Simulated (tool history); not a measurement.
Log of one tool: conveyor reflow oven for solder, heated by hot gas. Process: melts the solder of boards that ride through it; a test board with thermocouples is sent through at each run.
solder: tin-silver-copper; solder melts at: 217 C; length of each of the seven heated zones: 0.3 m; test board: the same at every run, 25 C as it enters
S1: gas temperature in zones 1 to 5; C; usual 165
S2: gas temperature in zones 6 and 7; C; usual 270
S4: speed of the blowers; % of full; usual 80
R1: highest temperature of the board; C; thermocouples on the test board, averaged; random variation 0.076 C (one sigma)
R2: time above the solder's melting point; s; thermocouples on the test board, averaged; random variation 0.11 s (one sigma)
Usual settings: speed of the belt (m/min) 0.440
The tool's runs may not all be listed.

run 1 hour=0.0 | S1=165 S2=270 speed_of_the_belt_(m/min)=0.440 S4=80 | R1=252.01 R2=57.7
run 2 hour=14.4 | S1=165 S2=270 speed_of_the_belt_(m/min)=0.440 S4=56 | R1=243.96 R2=48.5
run 3 hour=31.9 | S1=165 S2=270 speed_of_the_belt_(m/min)=0.440 S4=56 | R1=243.87 R2=48.2
run 4 hour=43.9 | S1=165 S2=270 speed_of_the_belt_(m/min)=0.440 S4=56 | R1=244.00 R2=48.1
run 5 hour=53.1 | S1=165 S2=267 speed_of_the_belt_(m/min)=0.440 S4=56 | R1=241.47 R2=45.5
run 6 hour=63.1 | S1=165 S2=270 speed_of_the_belt_(m/min)=0.440 S4=51 | R1=241.68 R2=45.1
run 7 hour=82.7 | S1=165 S2=270 speed_of_the_belt_(m/min)=0.440 S4=51 | R1=241.61 R2=45.2
run 8 hour=101.9 | S1=165 S2=270 speed_of_the_belt_(m/min)=0.440 S4=80 | R1=251.84 R2=57.2
run 9 hour=117.1 | S1=165 S2=270 speed_of_the_belt_(m/min)=0.440 S4=80 | R1=251.72 R2=57.7
run 10 hour=130.3 | S1=165 S2=270 speed_of_the_belt_(m/min)=0.440 S4=80 | R1=251.82 R2=57.3
run 11 hour=151.7 | S1=165 S2=270 speed_of_the_belt_(m/min)=0.440 S4=80 | R1=251.69 R2=57.5
run 12 hour=162.2 | S1=165 S2=270 speed_of_the_belt_(m/min)=0.514 S4=80 | R1=245.69 R2=43.0
run 13 hour=176.2 | S1=165 S2=270 speed_of_the_belt_(m/min)=0.514 S4=80 | R1=245.58 R2=43.1
run 14 hour=189.0 | S1=165 S2=270 speed_of_the_belt_(m/min)=0.440 S4=80 | R1=251.39 R2=57.3
run 15 hour=199.3 | S1=165 S2=270 speed_of_the_belt_(m/min)=0.440 S4=80 | R1=251.57 R2=57.2
run 16 hour=210.7 | S1=165 S2=270 speed_of_the_belt_(m/min)=0.440 S4=62 | R1=246.11 R2=51.1
run 17 hour=221.5 | S1=169 S2=261 speed_of_the_belt_(m/min)=0.402 S4=76 | R1=246.43 R2=60.3
-- hour=244.2 flux residue cleaned out of gas plates and filters
run 18 hour=245.5 | S1=167 S2=270 speed_of_the_belt_(m/min)=0.387 S4=80 | R1=256.88 R2=72.0
run 19 hour=263.7 | S1=151 S2=281 speed_of_the_belt_(m/min)=0.362 S4=63 | R1=262.01 R2=74.0
run 20 hour=279.2 | S1=165 S2=259 speed_of_the_belt_(m/min)=0.480 S4=71 | R1=237.68 R2=38.5
run 21 hour=298.7 | S1=165 S2=259 speed_of_the_belt_(m/min)=0.401 S4=71 | R1=243.84 R2=56.1
run 22 hour=314.1 | S1=165 S2=278 speed_of_the_belt_(m/min)=0.500 S4=51 | R1=242.01 R2=38.9
run 23 hour=323.8 | S1=175 S2=270 speed_of_the_belt_(m/min)=0.440 S4=80 | R1=254.26 R2=63.0
run 24 hour=332.7 | S1=175 S2=270 speed_of_the_belt_(m/min)=0.440 S4=80 | R1=254.28 R2=63.0
run 25 hour=352.2 | S1=160 S2=285 speed_of_the_belt_(m/min)=0.440 S4=80 | R1=264.44 R2=64.7
run 26 hour=363.1 | S1=160 S2=285 speed_of_the_belt_(m/min)=0.440 S4=80 | R1=264.31 R2=64.6
run 27 hour=380.9 | S1=179 S2=270 speed_of_the_belt_(m/min)=0.440 S4=78 | R1=254.32 R2=64.8
run 28 hour=393.9 | S1=180 S2=272 speed_of_the_belt_(m/min)=0.411 S4=56 | R1=252.14 R2=67.0
run 29 hour=405.4 | S1=180 S2=272 speed_of_the_belt_(m/min)=0.411 S4=56 | R1=252.15 R2=66.9
run 30 hour=415.3 | S1=165 S2=270 speed_of_the_belt_(m/min)=0.408 S4=87 | R1=256.37 R2=67.0

5 ways to go on from here, each from the tool as it stands after run 30. What would each give?
run A hour=431.4 | S1=165 S2=272 speed_of_the_belt_(m/min)=0.440 S4=80 | R1=? R2=?
run B hour=431.4 | S1=165 S2=270 speed_of_the_belt_(m/min)=0.508 S4=67 | R1=? R2=?
run C hour=431.4 | S1=154 S2=270 speed_of_the_belt_(m/min)=0.408 S4=87 | R1=? R2=?
run D hour=431.4 | S1=165 S2=270 speed_of_the_belt_(m/min)=0.368 S4=87 | R1=? R2=?
run E hour=431.4 | S1=151 S2=270 speed_of_the_belt_(m/min)=0.446 S4=63 | R1=? R2=?

run=A R1=253.82 R2=59.1
run=B R1=242.36 R2=40.0
run=C R1=254.66 R2=62.1
run=D R1=259.25 R2=77.5
run=E R1=243.23 R2=43.5
Without the tool's hidden state the same runs would have given:
run=A R1=253.49 R2=58.5
run=B R1=242.08 R2=39.5
run=C R1=254.32 R2=61.4
run=D R1=258.82 R2=76.7
run=E R1=242.89 R2=42.9
